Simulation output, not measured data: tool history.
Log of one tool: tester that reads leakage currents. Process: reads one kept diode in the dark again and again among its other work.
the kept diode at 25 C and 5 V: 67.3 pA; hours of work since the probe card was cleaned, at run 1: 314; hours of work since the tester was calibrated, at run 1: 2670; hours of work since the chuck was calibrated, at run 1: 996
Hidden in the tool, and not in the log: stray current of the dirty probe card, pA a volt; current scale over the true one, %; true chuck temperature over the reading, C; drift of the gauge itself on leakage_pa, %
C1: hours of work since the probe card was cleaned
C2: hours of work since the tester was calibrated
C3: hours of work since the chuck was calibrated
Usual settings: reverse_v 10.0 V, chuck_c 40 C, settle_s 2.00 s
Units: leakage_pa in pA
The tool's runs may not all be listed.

{"run": 1, "day": 0.0, "reverse_v": 10.0, "chuck_c": 40, "settle_s": 2.0, "C1": 314, "C2": 2670, "C3": 996, "leakage_pa": 287.02}
{"run": 2, "day": 3.362, "reverse_v": 1.6, "chuck_c": 40, "settle_s": 2.0, "C1": 375, "C2": 2731, "C3": 1057, "leakage_pa": 132.73}
{"run": 3, "day": 7.633, "reverse_v": 1.6, "chuck_c": 40, "settle_s": 2.0, "C1": 452, "C2": 2808, "C3": 1135, "leakage_pa": 130.89}
{"run": 4, "day": 10.579, "reverse_v": 10.0, "chuck_c": 40, "settle_s": 2.0, "C1": 506, "C2": 2862, "C3": 1188, "leakage_pa": 284.24}
{"run": 5, "day": 12.846, "reverse_v": 10.0, "chuck_c": 40, "settle_s": 2.0, "C1": 547, "C2": 2903, "C3": 1230, "leakage_pa": 283.65}
{"run": 6, "day": 15.829, "reverse_v": 6.0, "chuck_c": 40, "settle_s": 2.0, "C1": 601, "C2": 2957, "C3": 1284, "leakage_pa": 226.92}
{"run": 7, "day": 19.879, "reverse_v": 6.0, "chuck_c": 40, "settle_s": 2.0, "C1": 675, "C2": 3030, "C3": 1357, "leakage_pa": 224.3}
{"run": 8, "day": 23.525, "reverse_v": 10.0, "chuck_c": 40, "settle_s": 2.0, "C1": 741, "C2": 3097, "C3": 1423, "leakage_pa": 279.17}
{"run": 9, "day": 27.246, "reverse_v": 10.0, "chuck_c": 40, "settle_s": 2.0, "C1": 808, "C2": 3164, "C3": 1491, "leakage_pa": 276.61}
{"run": 10, "day": 30.05, "reverse_v": 10.0, "chuck_c": 42, "settle_s": 2.0, "C1": 859, "C2": 3215, "C3": 1542, "leakage_pa": 325.19}
{"run": 11, "day": 33.421, "reverse_v": 10.0, "chuck_c": 42, "settle_s": 2.0, "C1": 920, "C2": 3276, "C3": 1603, "leakage_pa": 323.38}
{"run": 12, "day": 38.183, "reverse_v": 10.0, "chuck_c": 57, "settle_s": 2.0, "C1": 1007, "C2": 3363, "C3": 1689, "leakage_pa": 991.57}
{"run": 13, "day": 41.192, "reverse_v": 10.0, "chuck_c": 57, "settle_s": 2.0, "C1": 1061, "C2": 3417, "C3": 1744, "leakage_pa": 986.17}
{"run": 14, "day": 44.754, "reverse_v": 10.0, "chuck_c": 57, "settle_s": 2.0, "C1": 1126, "C2": 3482, "C3": 1808, "leakage_pa": 980.54}
{"run": 15, "day": 47.929, "reverse_v": 2.7, "chuck_c": 40, "settle_s": 2.0, "C1": 1184, "C2": 3539, "C3": 1866, "leakage_pa": 154.62}
{"run": 16, "day": 52.4, "reverse_v": 2.7, "chuck_c": 40, "settle_s": 2.0, "C1": 1265, "C2": 3621, "C3": 1947, "leakage_pa": 153.84}
{"day": 55.242, "done": "chuck's temperature calibrated"}
{"run": 17, "day": 56.417, "reverse_v": 2.7, "chuck_c": 40, "settle_s": 2.0, "C1": 1336, "C2": 3692, "C3": 21, "leakage_pa": 178.8}
{"run": 18, "day": 59.429, "reverse_v": 10.0, "chuck_c": 40, "settle_s": 2.0, "C1": 1391, "C2": 3747, "C3": 76, "leakage_pa": 307.32}
{"run": 19, "day": 62.2, "reverse_v": 10.0, "chuck_c": 40, "settle_s": 2.0, "C1": 1441, "C2": 3797, "C3": 126, "leakage_pa": 305.91}
{"run": 20, "day": 66.896, "reverse_v": 10.0, "chuck_c": 40, "settle_s": 2.0, "C1": 1526, "C2": 3882, "C3": 211, "leakage_pa": 304.66}
{"run": 21, "day": 70.475, "reverse_v": 10.0, "chuck_c": 40, "settle_s": 2.0, "C1": 1591, "C2": 3947, "C3": 276, "leakage_pa": 304.5}
{"run": 22, "day": 73.992, "reverse_v": 10.0, "chuck_c": 40, "settle_s": 2.0, "C1": 1655, "C2": 4011, "C3": 340, "leakage_pa": 302.95}
{"run": 23, "day": 76.717, "reverse_v": 5.0, "chuck_c": 21, "settle_s": 2.0, "C1": 1704, "C2": 4060, "C3": 390, "leakage_pa": 46.14}
{"run": 24, "day": 80.167, "reverse_v": 3.4, "chuck_c": 29, "settle_s": 1.52, "C1": 1767, "C2": 4123, "C3": 452, "leakage_pa": 76.92}
{"run": 25, "day": 82.342, "reverse_v": 3.4, "chuck_c": 29, "settle_s": 1.52, "C1": 1807, "C2": 4162, "C3": 492, "leakage_pa": 76.83}
{"run": 26, "day": 84.912, "reverse_v": 3.4, "chuck_c": 29, "settle_s": 1.52, "C1": 1853, "C2": 4209, "C3": 538, "leakage_pa": 76.88}
{"run": 27, "day": 87.912, "reverse_v": 4.2, "chuck_c": 48, "settle_s": 3.99, "C1": 1908, "C2": 4263, "C3": 593, "leakage_pa": 381.5}
{"run": 28, "day": 91.558, "reverse_v": 4.2, "chuck_c": 48, "settle_s": 3.99, "C1": 1974, "C2": 4330, "C3": 659, "leakage_pa": 378.07}
{"day": 92.671, "done": "tester calibrated"}
{"run": 29, "day": 94.392, "reverse_v": 4.2, "chuck_c": 48, "settle_s": 3.99, "C1": 2024, "C2": 31, "C3": 709, "leakage_pa": 386.78}
{"run": 30, "day": 98.783, "reverse_v": 2.5, "chuck_c": 24, "settle_s": 3.99, "C1": 2103, "C2": 111, "C3": 789, "leakage_pa": 43.59}
{"run": 31, "day": 102.667, "reverse_v": 10.0, "chuck_c": 24, "settle_s": 2.0, "C1": 2174, "C2": 181, "C3": 859, "leakage_pa": 79.76}
{"run": 32, "day": 104.921, "reverse_v": 1.0, "chuck_c": 40, "settle_s": 2.0, "C1": 2215, "C2": 222, "C3": 900, "leakage_pa": 111.84}
{"run": 33, "day": 109.079, "reverse_v": 9.0, "chuck_c": 26, "settle_s": 1.39, "C1": 2290, "C2": 298, "C3": 975, "leakage_pa": 89.63}
{"run": 34, "day": 111.108, "reverse_v": 1.6, "chuck_c": 35, "settle_s": 1.57, "C1": 2327, "C2": 335, "C3": 1012, "leakage_pa": 90.32}
{"run": 35, "day": 115.129, "reverse_v": 1.6, "chuck_c": 35, "settle_s": 1.57, "C1": 2400, "C2": 407, "C3": 1085, "leakage_pa": 90.05}
{"run": 36, "day": 118.175, "reverse_v": 10.0, "chuck_c": 20, "settle_s": 2.0, "C1": 2455, "C2": 463, "C3": 1140, "leakage_pa": 55.04}
{"run": 37, "day": 120.288, "reverse_v": 4.8, "chuck_c": 44, "settle_s": 0.94, "C1": 2494, "C2": 501, "C3": 1179, "leakage_pa": 290.19}
{"run": 38, "day": 123.729, "reverse_v": 8.0, "chuck_c": 44, "settle_s": 0.94, "C1": 2556, "C2": 564, "C3": 1241, "leakage_pa": 359.96}
{"run": 39, "day": 126.788, "reverse_v": 19.7, "chuck_c": 35, "settle_s": 4.69, "C1": 2611, "C2": 619, "C3": 1297, "leakage_pa": 256.02}
{"run": 40, "day": 129.825, "reverse_v": 10.0, "chuck_c": 39, "settle_s": 2.0, "C1": 2667, "C2": 674, "C3": 1352, "leakage_pa": 264.89}

Some steps in leakage_pa between neighbouring runs. How much of each would the tool show without its hidden state too (settings, what came in, random variation), and how much is left for the hidden state, with any gauge scatter that isn't in both results?
Run 11 -> 12: chuck_c 42 -> 57. leakage_pa +668.19 pA: hidden state -94.63, all else +762.82.
Run 14 -> 15: reverse_v 10.0 -> 2.7, chuck_c 57 -> 40. leakage_pa -825.92 pA: hidden state +122.91, all else -948.83.
Run 16 -> 17: chuck's temperature calibrated. leakage_pa +24.96 pA: hidden state +23.89, all else +1.07.
Run 29 -> 30: reverse_v 4.2 -> 2.5, chuck_c 48 -> 24. leakage_pa -343.19 pA: hidden state +17.32, all else -360.51.
